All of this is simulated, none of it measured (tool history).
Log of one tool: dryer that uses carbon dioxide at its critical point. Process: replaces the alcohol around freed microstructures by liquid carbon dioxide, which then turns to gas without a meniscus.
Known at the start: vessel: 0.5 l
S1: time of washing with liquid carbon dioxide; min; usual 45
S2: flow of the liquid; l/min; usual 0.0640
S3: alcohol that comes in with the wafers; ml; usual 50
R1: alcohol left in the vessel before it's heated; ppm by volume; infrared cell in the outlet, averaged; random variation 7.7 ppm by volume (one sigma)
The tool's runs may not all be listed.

| run | hour | S1 | S2 | S3 | R1 |
|---|---|---|---|---|---|
| 1 | 0.0 | 45 | 0.0640 | 50 | 658 |
| 2 | 23.3 | 45 | 0.0640 | 50 | 675 |
| 3 | 44.0 | 45 | 0.0640 | 50 | 671 |
| 4 | 64.2 | 45 | 0.0640 | 54 | 752 |
| 5 | 95.4 | 45 | 0.0640 | 54 | 796 |
|  | 103.5 | inlet filter changed |
| 6 | 121.1 | 66 | 0.0640 | 50 | 144 |
| 7 | 154.3 | 66 | 0.0640 | 50 | 140 |
| 8 | 193.0 | 66 | 0.0640 | 50 | 150 |
| 9 | 222.7 | 66 | 0.0640 | 23 | 153 |
| 10 | 256.4 | 66 | 0.0640 | 23 | 132 |
| 11 | 290.8 | 51 | 0.0640 | 50 | 365 |
| 12 | 322.4 | 51 | 0.0640 | 50 | 388 |
| 13 | 340.3 | 51 | 0.0921 | 50 | 154 |
| 14 | 375.3 | 51 | 0.0921 | 50 | 162 |
| 15 | 407.8 | 38 | 0.0640 | 50 | 1392 |
| 16 | 447.6 | 45 | 0.0604 | 50 | 910 |
| 17 | 468.7 | 45 | 0.0604 | 50 | 931 |
| 18 | 500.3 | 45 | 0.0604 | 50 | 971 |
|  | 513.3 | inlet filter changed |
| 19 | 523.3 | 59 | 0.0604 | 50 | 268 |
| 20 | 552.5 | 59 | 0.0604 | 50 | 282 |
| 21 | 574.2 | 46 | 0.0640 | 50 | 537 |
| 22 | 600.5 | 46 | 0.0640 | 50 | 583 |
| 23 | 630.5 | 57 | 0.0640 | 50 | 289 |
| 24 | 665.5 | 57 | 0.0640 | 50 | 310 |
| 25 | 692.8 | 57 | 0.0640 | 50 | 321 |
| 26 | 725.2 | 57 | 0.0640 | 50 | 315 |
| 27 | 757.8 | 29 | 0.0640 | 50 | 3538 |
| 28 | 785.0 | 29 | 0.0640 | 50 | 3558 |
| 29 | 807.7 | 45 | 0.0623 | 41 | 704 |
| 30 | 830.9 | 47 | 0.0640 | 119 | 1248 |
| 31 | 850.1 | 39 | 0.0999 | 24 | 273 |
| 32 | 875.2 | 35 | 0.0836 | 111 | 1391 |
| 33 | 896.9 | 35 | 0.0836 | 111 | 1378 |
|  | 921.3 | inlet filter changed |
| 34 | 925.1 | 45 | 0.0414 | 36 | 2362 |
| 35 | 961.7 | 43 | 0.0414 | 45 | 3400 |
| 36 | 989.5 | 52 | 0.0521 | 29 | 611 |
| 37 | 1014.0 | 57 | 0.0808 | 72 | 274 |
| 38 | 1031.3 | 32 | 0.0808 | 72 | 1408 |
| 39 | 1051.1 | 71 | 0.0384 | 50 | 911 |
| 40 | 1071.6 | 71 | 0.0384 | 50 | 929 |
| 41 | 1108.5 | 71 | 0.0384 | 50 | 961 |
| 42 | 1125.1 | 45 | 0.0537 | 29 | 957 |
| 43 | 1143.3 | 45 | 0.0537 | 29 | 973 |
| 44 | 1160.0 | 45 | 0.0537 | 29 | 991 |
| 45 | 1189.9 | 64 | 0.0469 | 71 | 906 |
| 46 | 1215.5 | 64 | 0.0878 | 44 | 275 |
| 47 | 1247.2 | 64 | 0.0878 | 44 | 276 |

Measured less the same run without the tool's hidden state. The same run-to-run variation is in both; the gauge's scatter may not be:
The hidden state here: flow that reaches the vessel past the clogged filter, %; alcohol in the recycled carbon dioxide, ppm; drift of the gauge itself on alcohol_ppm, %.
| run | R1 |
|---|---|
| 1 | +257 |
| 2 | +277 |
| 3 | +284 |
| 4 | +324 |
| 5 | +353 |
| 6 | +105 |
| 7 | +110 |
| 8 | +121 |
| 9 | +124 |
| 10 | +125 |
| 11 | +183 |
| 12 | +198 |
| 13 | +145 |
| 14 | +150 |
| 15 | +467 |
| 16 | +387 |
| 17 | +399 |
| 18 | +443 |
| 19 | +166 |
| 20 | +173 |
| 21 | +194 |
| 22 | +220 |
| 23 | +199 |
| 24 | +210 |
| 25 | +221 |
| 26 | +224 |
| 27 | +735 |
| 28 | +792 |
| 29 | +337 |
| 30 | +530 |
| 31 | +235 |
| 32 | +614 |
| 33 | +629 |
| 34 | +294 |
| 35 | +401 |
| 36 | +278 |
| 37 | +250 |
| 38 | +409 |
| 39 | +358 |
| 40 | +375 |
| 41 | +405 |
| 42 | +398 |
| 43 | +414 |
| 44 | +434 |
| 45 | +456 |
| 46 | +265 |
| 47 | +276 |
